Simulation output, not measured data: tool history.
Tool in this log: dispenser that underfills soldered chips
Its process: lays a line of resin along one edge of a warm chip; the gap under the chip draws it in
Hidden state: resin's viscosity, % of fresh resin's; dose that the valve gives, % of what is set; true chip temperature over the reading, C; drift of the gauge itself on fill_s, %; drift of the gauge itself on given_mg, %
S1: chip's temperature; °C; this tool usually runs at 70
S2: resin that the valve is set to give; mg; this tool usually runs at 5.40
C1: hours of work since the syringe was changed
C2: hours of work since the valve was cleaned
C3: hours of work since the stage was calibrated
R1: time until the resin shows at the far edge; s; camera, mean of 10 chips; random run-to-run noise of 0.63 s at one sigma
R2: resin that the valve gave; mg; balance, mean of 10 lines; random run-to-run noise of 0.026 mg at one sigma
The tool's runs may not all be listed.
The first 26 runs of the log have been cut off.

{"hour": 325.4, "done": "dispensing valve cleaned and set on the balance"}
{"run": 27, "hour": 329.0, "S1": 70, "S2": 5.4, "C1": 9, "C2": 2, "C3": 510, "R1": 77.1, "R2": 5.4}
{"hour": 333.4, "done": "new syringe of resin"}
{"run": 28, "hour": 344.4, "S1": 69, "S2": 5.16, "C1": 8, "C2": 13, "C3": 520, "R1": 76.7, "R2": 5.14}
{"hour": 351.0, "done": "new syringe of resin"}
{"run": 29, "hour": 351.7, "S1": 65, "S2": 5.4, "C1": 1, "C2": 18, "C3": 525, "R1": 61.6, "R2": 5.35}
{"run": 30, "hour": 361.4, "S1": 65, "S2": 5.4, "C1": 7, "C2": 24, "C3": 532, "R1": 85.1, "R2": 5.29}
{"hour": 368.2, "done": "new syringe of resin"}
{"run": 31, "hour": 372.5, "S1": 68, "S2": 6.96, "C1": 3, "C2": 32, "C3": 539, "R1": 59.3, "R2": 6.76}
{"hour": 384.7, "done": "new syringe of resin"}
{"run": 32, "hour": 385.1, "S1": 64, "S2": 6.96, "C1": 0, "C2": 40, "C3": 548, "R1": 62.8, "R2": 6.75}
{"hour": 395.3, "done": "dispensing valve cleaned and set on the balance"}
{"hour": 402.2, "done": "new syringe of resin"}
{"run": 33, "hour": 402.2, "S1": 61, "S2": 6.18, "C1": 0, "C2": 5, "C3": 559, "R1": 67.3, "R2": 6.18}
{"run": 34, "hour": 414.2, "S1": 61, "S2": 6.18, "C1": 8, "C2": 13, "C3": 567, "R1": 104.2, "R2": 6.12}

Alternative continuations, all from the tool just after run 34; predict every row:
{"hour": 419.0, "done": "new syringe of resin"}
{"run": "A", "hour": 430.8, "S1": 77, "S2": 5.38, "C1": 8, "C2": 24, "C3": 578, "R1": "?", "R2": "?"}
{"hour": 419.0, "done": "new syringe of resin"}
{"run": "B", "hour": 430.8, "S1": 67, "S2": 5.34, "C1": 8, "C2": 24, "C3": 578, "R1": "?", "R2": "?"}
{"hour": 419.0, "done": "new syringe of resin"}
{"run": "C", "hour": 430.8, "S1": 62, "S2": 6.42, "C1": 8, "C2": 24, "C3": 578, "R1": "?", "R2": "?"}
{"hour": 419.0, "done": "new syringe of resin"}
{"run": "D", "hour": 430.8, "S1": 67, "S2": 5.74, "C1": 8, "C2": 24, "C3": 578, "R1": "?", "R2": "?"}
{"hour": 419.0, "done": "new syringe of resin"}
{"run": "E", "hour": 430.8, "S1": 70, "S2": 6.18, "C1": 8, "C2": 24, "C3": 578, "R1": "?", "R2": "?"}

run=A R1=56.9 R2=5.28
run=B R1=82.9 R2=5.22
run=C R1=96.2 R2=6.28
run=D R1=80.9 R2=5.62
run=E R1=71.7 R2=6.08
What these runs would have given with no unlogged condition in the tool:
run=A R1=42.7 R2=5.38
run=B R1=62.6 R2=5.32
run=C R1=73.0 R2=6.40
run=D R1=61.2 R2=5.73
run=E R1=54.2 R2=6.20
